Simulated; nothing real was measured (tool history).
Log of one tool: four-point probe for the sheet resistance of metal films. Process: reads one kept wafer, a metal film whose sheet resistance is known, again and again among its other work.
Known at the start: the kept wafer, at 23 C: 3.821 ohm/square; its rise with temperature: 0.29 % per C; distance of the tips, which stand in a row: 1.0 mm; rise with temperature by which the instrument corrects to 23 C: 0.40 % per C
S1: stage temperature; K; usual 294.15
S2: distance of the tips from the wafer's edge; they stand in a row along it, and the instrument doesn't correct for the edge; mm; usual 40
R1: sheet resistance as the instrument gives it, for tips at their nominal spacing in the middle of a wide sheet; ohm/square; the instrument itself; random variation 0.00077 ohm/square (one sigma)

Run 1, hour 0.0: usual settings. Result: R1 3.785745 ohm/square.
Run 2, hour 85.5: usual settings. Result: R1 3.786926 ohm/square.
Run 3, hour 151.8: usual settings but S1 301.15 K. Result: R1 3.758279 ohm/square.
Run 4, hour 235.8: usual settings but S1 301.15 K. Result: R1 3.757327 ohm/square.
Run 5, hour 282.3: usual settings but S1 301.15 K. Result: R1 3.757253 ohm/square.
Run 6, hour 370.5: usual settings but S1 301.15 K. Result: R1 3.755956 ohm/square.
Run 7, hour 418.8: usual settings but S1 296.15 K. Result: R1 3.776624 ohm/square.
Run 8, hour 489.2: usual settings but S1 296.15 K. Result: R1 3.775952 ohm/square.
Run 9, hour 553.3: usual settings but S1 296.15 K. Result: R1 3.772703 ohm/square.
Run 10, hour 615.0: usual settings. Result: R1 3.781486 ohm/square.
Run 11, hour 654.0: usual settings. Result: R1 3.781017 ohm/square.
Run 12, hour 721.6: usual settings. Result: R1 3.780766 ohm/square.
Run 13, hour 805.5: usual settings but S2 7 mm. Result: R1 3.820686 ohm/square.
Run 14, hour 892.3: usual settings. Result: R1 3.779711 ohm/square.
Run 15, hour 952.5: usual settings but S2 65 mm. Result: R1 3.776970 ohm/square.
Run 16, hour 1040.9: usual settings but S1 295.15 K, S2 65 mm. Result: R1 3.774443 ohm/square.
Run 17, hour 1109.5: usual settings but S2 61 mm. Result: R1 3.775474 ohm/square.
Run 18, hour 1170.8: usual settings. Result: R1 3.777308 ohm/square.
Run 19, hour 1232.4: usual settings. Result: R1 3.776148 ohm/square.
Run 20, hour 1271.2: usual settings. Result: R1 3.775951 ohm/square.
Run 21, hour 1338.2: usual settings. Result: R1 3.775851 ohm/square.
Run 22, hour 1419.6: usual settings. Result: R1 3.774748 ohm/square.
Run 23, hour 1500.3: usual settings but S1 304.15 K, S2 39 mm. Result: R1 3.735087 ohm/square.
Run 24, hour 1555.6: usual settings but S1 301.15 K, S2 11 mm. Result: R1 3.762687 ohm/square.
Run 25, hour 1615.0: usual settings but S1 308.15 K, S2 15 mm. Result: R1 3.728765 ohm/square.
At hour 1654.5: stage's thermometer calibrated.
Run 26, hour 1695.1: usual settings but S1 300.15 K. Result: R1 3.751707 ohm/square.
Run 27, hour 1738.2: usual settings but S1 295.15 K, S2 13 mm. Result: R1 3.782536 ohm/square.
Run 28, hour 1788.2: usual settings but S2 11 mm. Result: R1 3.790270 ohm/square.
Run 29, hour 1856.6: usual settings but S2 4 mm. Result: R1 3.895453 ohm/square.
Run 30, hour 1940.8: usual settings but S2 19 mm. Result: R1 3.778112 ohm/square.
Run 31, hour 2028.9: usual settings but S1 301.15 K, S2 74 mm. Result: R1 3.744811 ohm/square.
Run 32, hour 2105.3: usual settings but S1 301.15 K, S2 74 mm. Result: R1 3.744630 ohm/square.
Run 33, hour 2179.4: usual settings but S1 301.15 K, S2 74 mm. Result: R1 3.743883 ohm/square.
Run 34, hour 2249.3: usual settings but S1 303.15 K, S2 36 mm. Result: R1 3.736481 ohm/square.
Run 35, hour 2316.9: usual settings but S1 303.15 K, S2 6 mm. Result: R1 3.788759 ohm/square.
At hour 2351.2: new probe head fitted.
Run 36, hour 2377.9: usual settings but S1 308.15 K, S2 23 mm. Result: R1 3.763234 ohm/square.
Run 37, hour 2413.6: usual settings but S1 308.15 K, S2 6 mm. Result: R1 3.815977 ohm/square.
Run 38, hour 2458.3: usual settings but S1 308.15 K, S2 6 mm. Result: R1 3.814816 ohm/square.
Run 39, hour 2534.1: usual settings but S1 308.15 K, S2 4 mm. Result: R1 3.882338 ohm/square.
Run 40, hour 2614.1: usual settings but S1 307.15 K, S2 4 mm. Result: R1 3.884222 ohm/square.
Run 41, hour 2696.6: usual settings but S1 297.15 K, S2 11 mm. Result: R1 3.815581 ohm/square.
Run 42, hour 2756.2: usual settings but S1 306.15 K, S2 3 mm. Result: R1 3.977542 ohm/square.
Run 43, hour 2834.6: usual settings but S2 13 mm. Result: R1 3.823236 ohm/square.
Run 44, hour 2879.0: usual settings but S1 302.15 K. Result: R1 3.778748 ohm/square.

4 ways to go on from here, each from the tool as it stands after run 44. What would each give?
Run A, hour 2942.2: usual settings but S1 295.15 K, S2 29 mm. Result: R1 ?.
Run B, hour 2942.2: usual settings but S1 302.15 K, S2 36 mm. Result: R1 ?.
Run C, hour 2942.2: usual settings but S1 297.15 K, S2 5 mm. Result: R1 ?.
Run D, hour 2942.2: usual settings but S1 296.15 K, S2 23 mm. Result: R1 ?.

run        R1
  A  3.807865
  B  3.779629
  C  3.878342
  D  3.806198
Without the tool's hidden state the same runs would have given:
run        R1
  A  3.827109
  B  3.798701
  C  3.897904
  D  3.825429
